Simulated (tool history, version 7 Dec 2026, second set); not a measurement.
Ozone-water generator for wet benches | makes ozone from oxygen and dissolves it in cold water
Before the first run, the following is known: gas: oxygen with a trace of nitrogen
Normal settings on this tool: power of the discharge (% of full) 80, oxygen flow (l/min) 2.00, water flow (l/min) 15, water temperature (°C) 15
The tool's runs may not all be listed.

run	hour	power of the discharge (% of full)	oxygen flow (l/min)	water flow (l/min)	water temperature (°C)	dissolved ozone (ppm)	ozone in the gas ahead of the water (g/m3)
1	0.0	80	2.00	15	15	10.9	164.6
2	63.3	80	2.00	15	15	11.0	166.1
3	124.3	80	2.00	15	15	10.9	165.4
4	192.7	80	2.00	15	15	10.9	165.3
5	265.8	80	2.00	18	15	8.8	164.2
6	333.3	80	2.00	18	15	8.6	162.2
7	418.6	80	2.00	18	15	9.0	164.2
# hour 427.9: contactor cleaned
8	478.7	80	2.00	15	15	11.9	164.0
9	544.7	80	2.00	15	15	11.5	162.2
10	586.5	80	2.00	15	15	11.7	162.0
11	667.1	49	2.00	15	15	7.6	105.2
12	714.7	80	2.00	15	15	11.8	162.4
13	767.4	80	2.00	15	15	11.5	162.8
14	837.0	45	1.98	15	12	7.2	98.0
15	890.7	45	1.98	15	12	7.1	98.1
16	968.9	54	1.44	14	16	8.8	143.0
17	1064.7	54	1.44	14	16	8.5	143.7
# hour 1070.7: water thermometer calibrated
18	1154.5	54	1.44	14	16	8.6	142.8
19	1207.9	43	1.44	14	12	7.3	118.1
20	1255.1	43	1.44	14	12	7.4	118.8
# hour 1312.5: water thermometer calibrated, once more
21	1335.0	43	1.44	23	20	3.9	117.6
22	1412.7	45	1.09	15	15	6.8	148.4
23	1498.7	75	2.18	15	15	10.7	141.5
24	1538.3	75	2.18	15	15	10.8	141.9
25	1615.6	75	1.83	15	15	10.7	159.8

For each run, the measured value with the value that run would have given without the tool's hidden condition subtracted. The run-to-run variation is shared by both, the gauge scatter possibly not:
Unlogged tool condition in this case: yield of the discharge, % of new electrodes'; contactor's efficiency, % of a clean one's; true water temperature over the reading, C; drift of the gauge itself on ozone_ppm, %; drift of the gauge itself on gas_g_m3, %.
run	dissolved ozone (ppm)	ozone in the gas ahead of the water (g/m3)
1	-1.3	-6.4
2	-1.3	-6.6
3	-1.3	-6.8
4	-1.3	-7.1
5	-1.2	-7.3
6	-1.3	-7.5
7	-1.3	-7.9
8	-0.6	-8.1
9	-0.6	-8.2
10	-0.6	-8.4
11	-0.3	-3.4
12	-0.7	-8.9
13	-0.7	-9.1
14	-0.3	-3.0
15	-0.3	-3.0
16	-0.4	-5.8
17	-0.4	-6.2
18	-0.5	-6.3
19	-0.3	-3.8
20	-0.3	-3.9
21	-0.1	-4.0
22	-0.3	-5.6
23	-0.9	-9.8
24	-0.9	-9.9
25	-0.9	-11.5

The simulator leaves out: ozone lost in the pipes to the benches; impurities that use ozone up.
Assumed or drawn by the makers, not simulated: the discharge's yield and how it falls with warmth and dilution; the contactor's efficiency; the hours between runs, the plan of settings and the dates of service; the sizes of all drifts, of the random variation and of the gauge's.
